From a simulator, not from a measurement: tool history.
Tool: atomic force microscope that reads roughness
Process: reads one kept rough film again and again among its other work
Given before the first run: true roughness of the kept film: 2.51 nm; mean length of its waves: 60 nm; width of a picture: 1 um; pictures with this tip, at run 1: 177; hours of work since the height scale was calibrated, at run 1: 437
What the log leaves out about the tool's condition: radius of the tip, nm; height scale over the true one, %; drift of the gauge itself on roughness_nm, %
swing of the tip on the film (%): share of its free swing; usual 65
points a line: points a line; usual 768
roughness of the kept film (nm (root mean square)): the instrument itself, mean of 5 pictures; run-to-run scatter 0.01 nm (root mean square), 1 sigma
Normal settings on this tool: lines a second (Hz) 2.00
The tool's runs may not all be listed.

run	day	lines a second (Hz)	swing of the tip on the film (%)	points a line	pictures with this tip	hours of work since the height scale was calibrated	roughness of the kept film (nm (root mean square))
1	0.000	2.00	65	768	177	437	2.314
# day 1.829: new tip fitted
2	2.092	2.00	65	768	7	462	2.309
3	5.033	2.00	65	768	87	498	2.306
4	6.929	2.00	65	768	138	521	2.304
# day 10.267: new tip fitted
5	10.358	2.00	65	768	3	562	2.324
6	13.033	2.00	65	768	76	595	2.315
7	15.029	1.21	65	768	130	619	2.350
# day 18.508: new tip fitted
8	18.508	1.21	72	768	0	661	2.340
9	22.092	1.21	72	768	98	705	2.337
10	25.692	1.21	72	768	195	749	2.313
# day 26.771: new tip fitted
11	28.954	2.00	65	458	60	788	2.306
12	30.875	2.00	65	458	112	812	2.311
13	33.046	2.00	65	339	171	838	2.301
# day 34.967: new tip fitted
14	36.071	2.00	65	339	30	875	2.288
15	37.721	2.00	65	768	74	895	2.310
16	40.496	2.00	65	768	150	928	2.317
17	42.379	2.74	65	768	201	951	2.244
# day 43.271: new tip fitted
18	45.854	2.74	65	768	70	993	2.266
19	48.750	2.00	65	669	149	1029	2.320
20	50.483	1.13	65	768	196	1050	2.369
# day 51.704: new tip fitted
21	53.450	1.13	65	768	47	1086	2.380
22	56.612	2.00	76	768	133	1124	2.186
# day 60.067: new tip fitted
23	60.150	2.00	65	768	3	1167	2.302
24	62.575	2.00	65	768	69	1197	2.323
25	64.296	2.00	65	768	115	1218	2.299
26	67.367	2.00	88	768	199	1255	1.997
# day 68.346: new tip fitted
27	70.758	2.00	84	768	65	1296	2.076
28	72.442	2.00	84	768	111	1317	2.073
29	75.067	1.23	61	966	183	1349	2.380
# day 76.742: new tip fitted
30	77.592	1.23	61	966	23	1379	2.393

The next listed run, before its measurement:
31	79.125	1.23	61	966	64	1398	?

Logged for run 31: roughness of the kept film (nm (root mean square)) 2.404.
With no hidden state in the tool, this same run would have given roughness of the kept film (nm (root mean square)) 2.405.
